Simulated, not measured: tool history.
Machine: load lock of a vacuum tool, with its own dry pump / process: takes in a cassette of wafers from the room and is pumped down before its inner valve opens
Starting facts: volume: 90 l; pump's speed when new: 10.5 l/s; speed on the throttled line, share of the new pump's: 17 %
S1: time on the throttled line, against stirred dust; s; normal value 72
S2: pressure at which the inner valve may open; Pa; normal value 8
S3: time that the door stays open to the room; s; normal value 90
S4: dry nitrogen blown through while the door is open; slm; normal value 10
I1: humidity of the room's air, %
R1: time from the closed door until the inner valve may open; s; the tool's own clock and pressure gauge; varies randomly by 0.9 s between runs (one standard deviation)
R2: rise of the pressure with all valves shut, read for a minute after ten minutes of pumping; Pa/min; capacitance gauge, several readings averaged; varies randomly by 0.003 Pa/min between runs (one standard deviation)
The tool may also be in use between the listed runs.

{"run": 1, "day": 0.0, "S1": 72, "S2": 8, "S3": 90, "S4": 10, "I1": 45, "R1": 140.6, "R2": 0.058}
{"run": 2, "day": 5.283, "S1": 72, "S2": 8, "S3": 90, "S4": 10, "I1": 44.5, "R1": 140.9, "R2": 0.059}
{"run": 3, "day": 9.254, "S1": 72, "S2": 8, "S3": 90, "S4": 10, "I1": 42.9, "R1": 140.8, "R2": 0.057}
{"run": 4, "day": 13.608, "S1": 72, "S2": 8, "S3": 148, "S4": 10, "I1": 46.4, "R1": 141, "R2": 0.08}
{"run": 5, "day": 17.592, "S1": 72, "S2": 8, "S3": 148, "S4": 10, "I1": 45.8, "R1": 141.7, "R2": 0.084}
{"run": 6, "day": 19.929, "S1": 72, "S2": 6, "S3": 90, "S4": 10, "I1": 47.6, "R1": 144.4, "R2": 0.067}
{"run": 7, "day": 23.733, "S1": 42, "S2": 8, "S3": 90, "S4": 10, "I1": 43, "R1": 117.1, "R2": 0.067}
{"run": 8, "day": 28.204, "S1": 42, "S2": 8, "S3": 90, "S4": 10, "I1": 43.2, "R1": 117.1, "R2": 0.064}
{"run": 9, "day": 32.496, "S1": 42, "S2": 8, "S3": 90, "S4": 10, "I1": 45.8, "R1": 117.3, "R2": 0.068}
{"run": 10, "day": 35.029, "S1": 72, "S2": 8, "S3": 27, "S4": 10, "I1": 45.7, "R1": 142, "R2": 0.038}
{"run": 11, "day": 37.229, "S1": 72, "S2": 8, "S3": 90, "S4": 14, "I1": 44, "R1": 141.9, "R2": 0.062}
{"run": 12, "day": 39.762, "S1": 72, "S2": 8, "S3": 90, "S4": 14, "I1": 41.7, "R1": 142.3, "R2": 0.063}
{"run": 13, "day": 42.242, "S1": 72, "S2": 8, "S3": 90, "S4": 10, "I1": 42, "R1": 141.9, "R2": 0.065}
{"run": 14, "day": 47.438, "S1": 72, "S2": 8, "S3": 90, "S4": 18, "I1": 43.3, "R1": 143.6, "R2": 0.061}
{"run": 15, "day": 51.85, "S1": 72, "S2": 8, "S3": 90, "S4": 6, "I1": 43.8, "R1": 142.6, "R2": 0.078}
{"run": 16, "day": 56.342, "S1": 72, "S2": 8, "S3": 90, "S4": 10, "I1": 43, "R1": 141.5, "R2": 0.07}
{"run": 17, "day": 60.642, "S1": 72, "S2": 8, "S3": 90, "S4": 10, "I1": 44.3, "R1": 144.5, "R2": 0.077}
{"run": 18, "day": 63.029, "S1": 72, "S2": 8, "S3": 34, "S4": 10, "I1": 41.3, "R1": 142.4, "R2": 0.05}
{"run": 19, "day": 67.575, "S1": 72, "S2": 8, "S3": 34, "S4": 10, "I1": 41.3, "R1": 144.6, "R2": 0.05}
{"run": 20, "day": 71.292, "S1": 72, "S2": 8, "S3": 34, "S4": 10, "I1": 46.1, "R1": 142.5, "R2": 0.057}
{"run": 21, "day": 74.929, "S1": 41, "S2": 8, "S3": 34, "S4": 10, "I1": 46.1, "R1": 117.7, "R2": 0.061}
{"run": 22, "day": 78.021, "S1": 41, "S2": 8, "S3": 34, "S4": 10, "I1": 45.5, "R1": 117.7, "R2": 0.058}
{"run": 23, "day": 81.096, "S1": 38, "S2": 11, "S3": 73, "S4": 7, "I1": 43.6, "R1": 112.2, "R2": 0.081}
{"run": 24, "day": 84.012, "S1": 140, "S2": 9, "S3": 112, "S4": 10, "I1": 44.8, "R1": 201.5, "R2": 0.097}
{"run": 25, "day": 86.612, "S1": 72, "S2": 8, "S3": 26, "S4": 10, "I1": 43.7, "R1": 144.6, "R2": 0.059}
{"run": 26, "day": 91.312, "S1": 72, "S2": 8, "S3": 26, "S4": 10, "I1": 47.5, "R1": 144.2, "R2": 0.07}
{"run": 27, "day": 95.742, "S1": 72, "S2": 8, "S3": 200, "S4": 10, "I1": 44.6, "R1": 144.3, "R2": 0.125}
{"run": 28, "day": 98.367, "S1": 72, "S2": 8, "S3": 90, "S4": 20, "I1": 47, "R1": 145.8, "R2": 0.09}
{"run": 29, "day": 100.892, "S1": 103, "S2": 6, "S3": 69, "S4": 18, "I1": 47.9, "R1": 172.2, "R2": 0.083}
{"run": 30, "day": 106.179, "S1": 103, "S2": 6, "S3": 69, "S4": 18, "I1": 46.7, "R1": 173.3, "R2": 0.088}
{"run": 31, "day": 111.029, "S1": 44, "S2": 9, "S3": 121, "S4": 14, "I1": 49.3, "R1": 122.2, "R2": 0.118}
{"run": 32, "day": 114.15, "S1": 44, "S2": 13, "S3": 94, "S4": 14, "I1": 46, "R1": 116.4, "R2": 0.102}
{"run": 33, "day": 118.479, "S1": 44, "S2": 13, "S3": 87, "S4": 27, "I1": 44.5, "R1": 118.8, "R2": 0.082}
{"run": 34, "day": 121.229, "S1": 44, "S2": 13, "S3": 81, "S4": 27, "I1": 45.3, "R1": 118.3, "R2": 0.093}
{"run": 35, "day": 125.279, "S1": 44, "S2": 13, "S3": 81, "S4": 27, "I1": 46.4, "R1": 117.5, "R2": 0.092}
{"run": 36, "day": 129.929, "S1": 94, "S2": 9, "S3": 34, "S4": 9, "I1": 44.9, "R1": 163.2, "R2": 0.09}

3 options for the next run, each taken on its own from the tool as it stands now. Forecast them:
{"run": "A", "day": 132.346, "S1": 94, "S2": 9, "S3": 34, "S4": 6, "I1": 43.3, "R1": "?", "R2": "?"}
{"run": "B", "day": 132.346, "S1": 101, "S2": 7, "S3": 168, "S4": 10, "I1": 46.2, "R1": "?", "R2": "?"}
{"run": "C", "day": 132.346, "S1": 48, "S2": 9, "S3": 34, "S4": 9, "I1": 41.6, "R1": "?", "R2": "?"}

run=A R1=166.1 R2=0.091
run=B R1=171.6 R2=0.136
run=C R1=125.4 R2=0.09
Take away the tool's hidden state, keep each run's random variation, and the runs would have read:
run=A R1=161.4 R2=0.032
run=B R1=166.8 R2=0.076
run=C R1=120.1 R2=0.03

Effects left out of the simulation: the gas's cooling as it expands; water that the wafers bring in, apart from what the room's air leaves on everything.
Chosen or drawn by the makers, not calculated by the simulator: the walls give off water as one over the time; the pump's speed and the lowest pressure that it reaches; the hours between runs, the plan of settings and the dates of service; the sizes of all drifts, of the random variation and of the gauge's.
